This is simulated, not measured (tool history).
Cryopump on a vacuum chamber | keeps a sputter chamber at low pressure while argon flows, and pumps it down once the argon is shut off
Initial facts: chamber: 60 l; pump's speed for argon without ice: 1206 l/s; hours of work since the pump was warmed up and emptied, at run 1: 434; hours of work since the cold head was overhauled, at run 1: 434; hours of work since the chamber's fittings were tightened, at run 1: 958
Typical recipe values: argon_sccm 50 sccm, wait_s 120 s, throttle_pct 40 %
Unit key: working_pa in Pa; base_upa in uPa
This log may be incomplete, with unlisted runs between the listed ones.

run	hour	argon_sccm	wait_s	throttle_pct	hours of work since the pump was warmed up and emptied	hours of work since the cold head was overhauled	hours of work since the chamber's fittings were tightened	working_pa	base_upa
1	0	50	120	40	434	434	958	0.1798	1.81
2	82.5	50	120	40	494	494	1018	0.1812	1.87
3	173.8	50	120	48	561	561	1085	0.1512	1.98
4	238.3	50	120	48	608	608	1132	0.1523	2.01
5	292.3	50	120	48	648	648	1172	0.1527	2.04
6	378.3	50	57	40	710	710	1234	0.1841	2.66
7	431.6	50	120	40	749	749	1273	0.183	2.23
8	499.8	50	120	40	799	799	1323	0.1843	2.23
9	570.5	50	120	40	850	850	1374	0.1852	2.33
# hour 663.6: pump warmed up, emptied and cooled again
10	672.8	100	120	40	7	921	1445	0.3558	2.16
11	777.7	50	120	40	83	998	1522	0.1775	2.27
12	884.9	50	120	40	161	1076	1600	0.178	2.44
13	963.3	50	120	40	219	1133	1657	0.1781	2.51
14	1073.8	50	120	40	299	1214	1738	0.1794	2.55
15	1175.8	50	120	40	374	1288	1812	0.1807	2.57
16	1255.2	50	120	40	432	1346	1870	0.1802	2.86
17	1301.1	50	120	40	465	1380	1904	0.182	2.82
18	1363.4	95	22	39	511	1425	1949	0.3546	5.2
19	1412.1	49	201	15	546	1461	1985	0.4617	2.73
20	1457.4	29	56	22	579	1494	2018	0.1892	3.6
21	1564.7	50	261	24	657	1572	2096	0.2981	2.81
22	1660.7	27	120	44	727	1642	2166	0.0906	3.31
23	1744.4	52	21	44	789	1703	2227	0.1765	5.72
24	1804.2	52	21	44	832	1747	2271	0.1763	5.87

The next listed run, before its measurement:
25	1913.7	52	21	44	912	1827	2351	?	?

working_pa: 0.1781 Pa
base_upa: 5.92 uPa
On a tool with no hidden condition, and with the same random variation, this run would have come out at working_pa 0.1654 Pa, base_upa 3.11 uPa.

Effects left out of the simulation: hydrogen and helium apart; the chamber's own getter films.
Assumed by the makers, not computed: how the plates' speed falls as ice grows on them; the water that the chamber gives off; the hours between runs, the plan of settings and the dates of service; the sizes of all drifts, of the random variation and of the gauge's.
